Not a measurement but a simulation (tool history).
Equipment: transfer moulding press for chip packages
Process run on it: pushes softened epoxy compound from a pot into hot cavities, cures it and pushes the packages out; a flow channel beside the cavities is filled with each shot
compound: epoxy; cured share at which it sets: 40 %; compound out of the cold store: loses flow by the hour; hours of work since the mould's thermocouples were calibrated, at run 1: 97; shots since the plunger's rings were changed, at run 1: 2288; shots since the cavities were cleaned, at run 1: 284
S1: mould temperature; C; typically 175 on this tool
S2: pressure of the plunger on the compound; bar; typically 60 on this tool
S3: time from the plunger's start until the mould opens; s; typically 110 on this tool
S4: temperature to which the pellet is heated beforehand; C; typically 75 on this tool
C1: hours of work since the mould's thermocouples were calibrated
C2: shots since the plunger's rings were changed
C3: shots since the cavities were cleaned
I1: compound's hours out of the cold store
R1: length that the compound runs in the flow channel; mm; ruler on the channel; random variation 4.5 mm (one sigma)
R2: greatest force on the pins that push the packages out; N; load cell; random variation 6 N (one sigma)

run   hour   S1    S2   S3  S4   C1    C2   C3    I1   R1   R2
  1      0  175    60  110  75   97  2288  284  34.7  687  291
  2    7.7  175    60  110  75  102  2378  374   8.3  738  330
      11.6  -- cavities cleaned with cleaning compound and waxed
  3   16.5  175    60  110  75  107  2462   56  20.9  719  367
  4   21.1  175    60  110  84  110  2516  110  10.4  736  382
  5   30.5  174    60  110  75  116  2626  220  16.6  730  414
  6   35.9  175    60  110  80  120  2688  282  11.9  735  407
  7   40.6  175    60  110  80  123  2743  337  37.7  670  406
      47.9  -- cavities cleaned with cleaning compound and waxed
      50.7  -- cavities cleaned with cleaning compound and waxed, once more
  8   52.3  175    60  110  80  129  2845   19  29.9  684  233
  9   58.9  175    60  114  75  133  2922   96  14.2  714  243
 10   64.4  175    60  114  75  137  2986  160  47.6  656  273
 11   70.1  175    60  114  75  140  3052  226  29.7  691  274
 12   77.9  175    60  114  75  146  3143  317    27  694  317
 13   82.7  175    60  114  75  149  3199  373  34.2  678  306
      87.2  -- cavities cleaned with cleaning compound and waxed
 14   90.2  175    60  110  75  153  3270   35  46.4  660  241
 15   95.5  175    60  110  75  156  3331   96  32.9  680  245
 16  104.5  181  45.2  126  82  162  3435  200  21.5  591  267
 17    110  181  45.2  126  82  166  3500  265  32.8  570  271
     114.5  -- plunger's sealing rings changed
 18  122.2  173  46.3  110  81  173    90  378  45.2  622  337
       126  -- cavities cleaned with cleaning compound and waxed
 19  130.1  173    60  110  75  177   165   49  29.4  733  255
 20  136.4  175  73.9  110  84  181   237  121    46  767  260
 21    144  175  53.4  110  75  186   327  211  28.2  693  275
 22    153  175  53.4  108  75  192   431  315  18.5  710  306
 23  159.1  170    60  110  75  196   503  387  20.8  760  416
     162.3  -- cavities cleaned with cleaning compound and waxed
 24    166  167    60  105  75  200   565   43  47.3  725  397
 25  170.8  167    60  105  75  203   622  100  15.7  792  470
 26  175.4  175  64.7  110  75  206   675  153  45.6  722  262
 27    185  176    60  112  70  213   787  265   8.9  756  281
 28  189.6  176    60  112  70  216   840  318    14  750  311
 29  196.2  176    60   92  70  220   917  395  23.6  725  387

Each row is a separate what-if for the run after 29, all from the same tool condition, not one after another. Results?
     198.8  -- cavities cleaned with cleaning compound and waxed
  A  207.1  175  65.1  129  75  226  1027  97  42.7   ?   ?
     198.8  -- cavities cleaned with cleaning compound and waxed
  B  207.1  176    60  120  70  226  1027  97    27   ?   ?
     198.8  -- cavities cleaned with cleaning compound and waxed
  C  207.1  173    60  100  78  226  1027  97     8   ?   ?

run   R1   R2
  A  722  236
  B  714  242
  C  779  327
The same runs, with their run-to-run variation unchanged, on a tool lacking any hidden condition would have given:
run   R1   R2
  A  739  205
  B  731  211
  C  798  293

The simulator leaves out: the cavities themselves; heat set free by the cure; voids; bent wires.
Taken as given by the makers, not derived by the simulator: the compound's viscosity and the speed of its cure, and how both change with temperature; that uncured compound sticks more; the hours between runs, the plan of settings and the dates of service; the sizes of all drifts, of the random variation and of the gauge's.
